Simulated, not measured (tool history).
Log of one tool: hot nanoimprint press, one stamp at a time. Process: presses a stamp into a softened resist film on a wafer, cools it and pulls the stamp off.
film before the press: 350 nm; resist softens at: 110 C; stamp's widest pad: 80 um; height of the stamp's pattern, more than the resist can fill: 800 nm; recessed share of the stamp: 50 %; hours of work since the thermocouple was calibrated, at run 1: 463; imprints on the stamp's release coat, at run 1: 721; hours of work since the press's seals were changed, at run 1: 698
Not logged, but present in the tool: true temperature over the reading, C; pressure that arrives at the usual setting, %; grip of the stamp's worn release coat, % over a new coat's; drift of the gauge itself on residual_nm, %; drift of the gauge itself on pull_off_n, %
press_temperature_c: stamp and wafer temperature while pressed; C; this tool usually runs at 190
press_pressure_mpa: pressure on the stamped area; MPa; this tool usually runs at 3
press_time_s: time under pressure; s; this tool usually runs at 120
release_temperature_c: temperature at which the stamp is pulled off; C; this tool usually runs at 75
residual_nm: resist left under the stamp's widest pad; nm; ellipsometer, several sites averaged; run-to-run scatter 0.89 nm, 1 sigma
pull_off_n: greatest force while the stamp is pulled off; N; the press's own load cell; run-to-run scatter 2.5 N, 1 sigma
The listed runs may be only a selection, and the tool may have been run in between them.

run   hour  press_temperature_c  press_pressure_mpa  press_time_s  release_temperature_c  hours of work since the thermocouple was calibrated  imprints on the stamp's release coat  hours of work since the press's seals were changed  residual_nm  pull_off_n
  1      0                  190                   3           120                     75                                                  463                                   721                                                 698        155.5         146
      22.8  -- plate thermocouple calibrated
  2   59.4                  190                   3           120                     75                                                   26                                   892                                                 738          149         153
      79.6  -- press's hydraulic seals changed and the load cell set to zero
  3  107.4                  190                   3           120                     75                                                   54                                  1013                                                  20          148         152
  4  162.4                  190                   3           120                     75                                                   93                                  1179                                                  58        148.8         167
  5  214.8                  190                   3           120                     75                                                  130                                  1338                                                  95        149.8         167
  6  281.4                  190                   3           120                     75                                                  177                                  1540                                                 142        149.6         182
     343.4  -- stamp cleaned and given a new release coat
  7  359.7                  179                   3           120                     75                                                  227                                    50                                                 193        231.8         118
  8  405.9                  191                2.18           120                     68                                                  260                                   189                                                 226        170.1         142
  9  468.2                  179                 2.2           120                     73                                                  304                                   378                                                 269        260.3         140
 10  552.3                  199                   3           120                     67                                                  363                                   633                                                 329        105.4         167
 11    641                  188                3.39           173                     69                                                  426                                   902                                                 391        138.3         178
 12  699.2                  188                3.39           173                     69                                                  467                                  1078                                                 432        139.8         191
     717.3  -- plate thermocouple calibrated
 13  798.3                  195                   3           120                     75                                                   57                                  1369                                                 500        121.2         175
 14  847.7                  190                   3           120                     76                                                   92                                  1519                                                 535          149         176

Forecast each of these 5 alternatives for the next run:
     915.9  -- stamp cleaned and given a new release coat
  A  926.7                  200                   3           120                     76                                                  143                                    33                                                 586            ?           ?
     915.9  -- stamp cleaned and given a new release coat
  B  926.7                  183                4.39           183                     76                                                  143                                    33                                                 586            ?           ?
     915.9  -- stamp cleaned and given a new release coat
  C  926.7                  196                   3           120                     77                                                  143                                    33                                                 586            ?           ?
     915.9  -- stamp cleaned and given a new release coat
  D  926.7                  197                3.68           120                     62                                                  143                                    33                                                 586            ?           ?
     915.9  -- stamp cleaned and given a new release coat
  E  926.7                  189                1.94           205                     75                                                  143                                    33                                                 586            ?           ?

run  residual_nm  pull_off_n
  A         99.1         116
  B        145.7         117
  C        116.9         114
  D        100.3         148
  E        158.5         119
Without the tool's hidden state the same runs would have given:
run  residual_nm  pull_off_n
  A         97.7         114
  B        143.1         116
  C        115.2         112
  D         98.7         146
  E        156.7         117
